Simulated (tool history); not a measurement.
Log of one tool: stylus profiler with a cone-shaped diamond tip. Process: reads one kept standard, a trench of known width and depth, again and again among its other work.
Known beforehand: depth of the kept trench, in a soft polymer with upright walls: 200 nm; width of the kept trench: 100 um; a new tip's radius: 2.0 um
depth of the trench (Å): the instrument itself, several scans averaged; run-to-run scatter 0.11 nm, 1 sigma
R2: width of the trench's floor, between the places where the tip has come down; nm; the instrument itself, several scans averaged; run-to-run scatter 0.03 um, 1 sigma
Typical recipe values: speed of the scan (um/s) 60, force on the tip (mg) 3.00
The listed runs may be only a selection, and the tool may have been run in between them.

run 1 hour=0.0 | speed_of_the_scan_(um/s)=60 force_on_the_tip_(mg)=3.00 | depth_of_the_trench_(Å)=2036.1 R2=97890
run 2 hour=88.5 | speed_of_the_scan_(um/s)=60 force_on_the_tip_(mg)=3.00 | depth_of_the_trench_(Å)=2036.0 R2=97770
run 3 hour=176.3 | speed_of_the_scan_(um/s)=60 force_on_the_tip_(mg)=4.12 | depth_of_the_trench_(Å)=2044.0 R2=97870
run 4 hour=262.7 | speed_of_the_scan_(um/s)=60 force_on_the_tip_(mg)=4.12 | depth_of_the_trench_(Å)=2043.2 R2=97780
run 5 hour=317.1 | speed_of_the_scan_(um/s)=60 force_on_the_tip_(mg)=4.75 | depth_of_the_trench_(Å)=2049.7 R2=97810
run 6 hour=425.0 | speed_of_the_scan_(um/s)=60 force_on_the_tip_(mg)=4.75 | depth_of_the_trench_(Å)=2050.8 R2=97780
run 7 hour=530.4 | speed_of_the_scan_(um/s)=60 force_on_the_tip_(mg)=3.00 | depth_of_the_trench_(Å)=2039.0 R2=97670
run 8 hour=595.7 | speed_of_the_scan_(um/s)=60 force_on_the_tip_(mg)=3.00 | depth_of_the_trench_(Å)=2040.3 R2=97660
run 9 hour=699.0 | speed_of_the_scan_(um/s)=60 force_on_the_tip_(mg)=1.64 | depth_of_the_trench_(Å)=2029.9 R2=97520
run 10 hour=793.4 | speed_of_the_scan_(um/s)=60 force_on_the_tip_(mg)=3.00 | depth_of_the_trench_(Å)=2040.0 R2=97630
run 11 hour=878.2 | speed_of_the_scan_(um/s)=60 force_on_the_tip_(mg)=3.00 | depth_of_the_trench_(Å)=2039.8 R2=97560
run 12 hour=993.4 | speed_of_the_scan_(um/s)=60 force_on_the_tip_(mg)=3.00 | depth_of_the_trench_(Å)=2041.7 R2=97520
run 13 hour=1070.1 | speed_of_the_scan_(um/s)=60 force_on_the_tip_(mg)=3.00 | depth_of_the_trench_(Å)=2042.4 R2=97480
-- hour=1081.5 height scale calibrated on a step standard
run 14 hour=1165.9 | speed_of_the_scan_(um/s)=72 force_on_the_tip_(mg)=3.00 | depth_of_the_trench_(Å)=2043.2 R2=97440
run 15 hour=1267.7 | speed_of_the_scan_(um/s)=101 force_on_the_tip_(mg)=3.00 | depth_of_the_trench_(Å)=2043.1 R2=97270
run 16 hour=1330.1 | speed_of_the_scan_(um/s)=101 force_on_the_tip_(mg)=3.00 | depth_of_the_trench_(Å)=2043.7 R2=97250
run 17 hour=1412.4 | speed_of_the_scan_(um/s)=26 force_on_the_tip_(mg)=4.14 | depth_of_the_trench_(Å)=2052.1 R2=97580
run 18 hour=1513.3 | speed_of_the_scan_(um/s)=26 force_on_the_tip_(mg)=4.14 | depth_of_the_trench_(Å)=2052.8 R2=97520
run 19 hour=1631.1 | speed_of_the_scan_(um/s)=26 force_on_the_tip_(mg)=4.14 | depth_of_the_trench_(Å)=2054.3 R2=97470
-- hour=1696.7 height scale calibrated on a step standard, once more
run 20 hour=1710.9 | speed_of_the_scan_(um/s)=94 force_on_the_tip_(mg)=1.60 | depth_of_the_trench_(Å)=2021.4 R2=97080
run 21 hour=1762.6 | speed_of_the_scan_(um/s)=60 force_on_the_tip_(mg)=1.20 | depth_of_the_trench_(Å)=2016.9 R2=97180
run 22 hour=1851.3 | speed_of_the_scan_(um/s)=29 force_on_the_tip_(mg)=4.06 | depth_of_the_trench_(Å)=2042.2 R2=97420
run 23 hour=1928.7 | speed_of_the_scan_(um/s)=76 force_on_the_tip_(mg)=3.11 | depth_of_the_trench_(Å)=2035.5 R2=97210
run 24 hour=1983.1 | speed_of_the_scan_(um/s)=133 force_on_the_tip_(mg)=3.98 | depth_of_the_trench_(Å)=2040.6 R2=97010
run 25 hour=2034.1 | speed_of_the_scan_(um/s)=16 force_on_the_tip_(mg)=7.30 | depth_of_the_trench_(Å)=2063.2 R2=97460
run 26 hour=2116.0 | speed_of_the_scan_(um/s)=78 force_on_the_tip_(mg)=1.16 | depth_of_the_trench_(Å)=2018.8 R2=96880
run 27 hour=2236.2 | speed_of_the_scan_(um/s)=25 force_on_the_tip_(mg)=1.68 | depth_of_the_trench_(Å)=2024.4 R2=97350
run 28 hour=2292.2 | speed_of_the_scan_(um/s)=34 force_on_the_tip_(mg)=2.87 | depth_of_the_trench_(Å)=2034.9 R2=97310
run 29 hour=2408.3 | speed_of_the_scan_(um/s)=34 force_on_the_tip_(mg)=2.87 | depth_of_the_trench_(Å)=2036.1 R2=97210
run 30 hour=2508.2 | speed_of_the_scan_(um/s)=34 force_on_the_tip_(mg)=2.87 | depth_of_the_trench_(Å)=2038.3 R2=97240

Selected run-to-run steps in depth of the trench (Å), each split into two signed amounts: the part the tool would show with no hidden state at all (from settings, incoming material and random variation), and the remainder, which goes to the hidden state together with any gauge scatter not common to the measured and the hidden-state-free results:
Unlogged tool condition in this case: radius of the tip, um; height scale over the true one, %; drift of the gauge itself on depth_nm, %; drift of the gauge itself on floor_um, %.
Run 8 -> 9: force on the tip (mg) 3.00 -> 1.64. depth of the trench (Å) -10.4: hidden state +0.6, all else -11.0.
Run 13 -> 14: speed of the scan (um/s) 60 -> 72, height scale calibrated on a step standard. depth of the trench (Å) +0.8: hidden state +2.0, all else -1.2.
Run 19 -> 20: speed of the scan (um/s) 26 -> 94, force on the tip (mg) 4.14 -> 1.60, height scale calibrated on a step standard, once more. depth of the trench (Å) -32.9: hidden state -11.7, all else -21.2.
Run 21 -> 22: speed of the scan (um/s) 60 -> 29, force on the tip (mg) 1.20 -> 4.06. depth of the trench (Å) +25.3: hidden state +0.5, all else +24.8.
Run 25 -> 26: speed of the scan (um/s) 16 -> 78, force on the tip (mg) 7.30 -> 1.16. depth of the trench (Å) -44.4: hidden state +0.4, all else -44.8.
